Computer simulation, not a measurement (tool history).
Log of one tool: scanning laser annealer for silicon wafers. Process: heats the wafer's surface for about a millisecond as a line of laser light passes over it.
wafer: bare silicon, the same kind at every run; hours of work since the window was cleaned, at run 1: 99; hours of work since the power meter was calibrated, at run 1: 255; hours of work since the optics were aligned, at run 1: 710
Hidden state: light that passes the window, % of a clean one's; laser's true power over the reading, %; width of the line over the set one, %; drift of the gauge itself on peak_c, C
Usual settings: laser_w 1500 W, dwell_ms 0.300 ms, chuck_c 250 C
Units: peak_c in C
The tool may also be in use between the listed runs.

run    hour  laser_w  dwell_ms  chuck_c  hours of work since the window was cleaned  hours of work since the power meter was calibrated  hours of work since the optics were aligned  peak_c
  1     0.0     1500     0.300      250                                          99                                                 255                                          710    1055
  2    34.5     1500     0.315      250                                         115                                                 271                                          726    1074
  3    65.9     1517     0.300      250                                         129                                                 285                                          740    1062
  4    92.5     1638     0.300      250                                         141                                                 298                                          752    1151
  5   121.1     1638     0.300      250                                         154                                                 311                                          765    1150
  6   158.0     1500     0.300      250                                         171                                                 327                                          782    1048
  7   213.2     1500     0.300      250                                         196                                                 352                                          807    1047
      237.9  -- optics aligned, line set to its width
  8   275.7     1500     0.300      250                                         222                                                 379                                           17    1061
  9   306.7     1500     0.300      250                                         236                                                 393                                           31    1055
 10   337.0     1500     0.300      250                                         250                                                 407                                           45    1057
 11   373.2     1500     0.300      250                                         267                                                 423                                           62    1055
 12   398.1     1339     0.300      250                                         278                                                 434                                           73     943
 13   446.0     1500     0.300      263                                         300                                                 456                                           95    1068
 14   480.3     1500     0.300      263                                         315                                                 472                                          110    1067
 15   531.1     1500     0.300      250                                         339                                                 495                                          133    1053
 16   574.7     1500     0.273      250                                         358                                                 515                                          153    1008
 17   625.7     1286     0.300      250                                         382                                                 538                                          177     901
      631.1  -- laser's power meter calibrated
 18   679.1     1286     0.300      250                                         405                                                  22                                          200     903
 19   715.3     1286     0.300      250                                         421                                                  38                                          216     900
 20   747.7     1440     0.300      250                                         436                                                  53                                          231    1002
 21   779.1     1471     0.300      250                                         450                                                  67                                          245    1028
 22   820.8     1419     0.329      256                                         469                                                  86                                          264    1034
 23   862.6     1419     0.329      256                                         488                                                 105                                          283    1033
 24   897.6     1563     0.368      277                                         504                                                 121                                          299    1216
 25   927.8     1625     0.375      231                                         518                                                 135                                          313    1232
      951.6  -- laser's power meter calibrated, once more
 26   958.5     1625     0.375      231                                         530                                                   3                                          325    1229
 27   987.4     1558     0.219      240                                         544                                                  16                                          338     933
 28  1028.5     1383     0.281      283                                         562                                                  35                                          357     964
 29  1079.1     1317     0.300      231                                         585                                                  58                                          380     894
     1133.2  -- window over the wafer cleaned
 30  1133.2     1317     0.300      231                                           0                                                  82                                          404     913
 31  1189.0     1317     0.300      269                                          25                                                 107                                          429     947
 32  1214.6     1563     0.300      239                                          37                                                 119                                          441    1091
 33  1249.3     1450     0.230      239                                          53                                                 135                                          457     903
 34  1280.0     1594     0.297      249                                          67                                                 149                                          471    1118
 35  1335.3     1524     0.296      249                                          92                                                 174                                          496    1061
 36  1364.2     1524     0.329      228                                         105                                                 187                                          509    1094
 37  1402.4     1300     0.243      250                                         123                                                 204                                          526     838
 38  1451.0     1300     0.243      250                                         145                                                 226                                          549     835
 39  1504.1     1300     0.300      250                                         169                                                 251                                          573     910
 40  1528.1     1411     0.300      250                                         180                                                 262                                          584     989
 41  1569.8     1443     0.274      282                                         199                                                 281                                          603    1003

4 ways to go on from here, each from the tool as it stands after run 41. What would each give?
  A  1604.1     1466     0.274      287                                         214                                                 296                                          618       ?
  B  1604.1     1647     0.274      282                                         214                                                 296                                          618       ?
  C  1604.1     1445     0.258      282                                         214                                                 296                                          618       ?
  D  1604.1     1500     0.317      287                                         214                                                 296                                          618       ?

run  peak_c
  A    1020
  B    1138
  C     978
  D    1109
Without the tool's hidden state the same runs would have given:
run  peak_c
  A    1042
  B    1164
  C     999
  D    1134

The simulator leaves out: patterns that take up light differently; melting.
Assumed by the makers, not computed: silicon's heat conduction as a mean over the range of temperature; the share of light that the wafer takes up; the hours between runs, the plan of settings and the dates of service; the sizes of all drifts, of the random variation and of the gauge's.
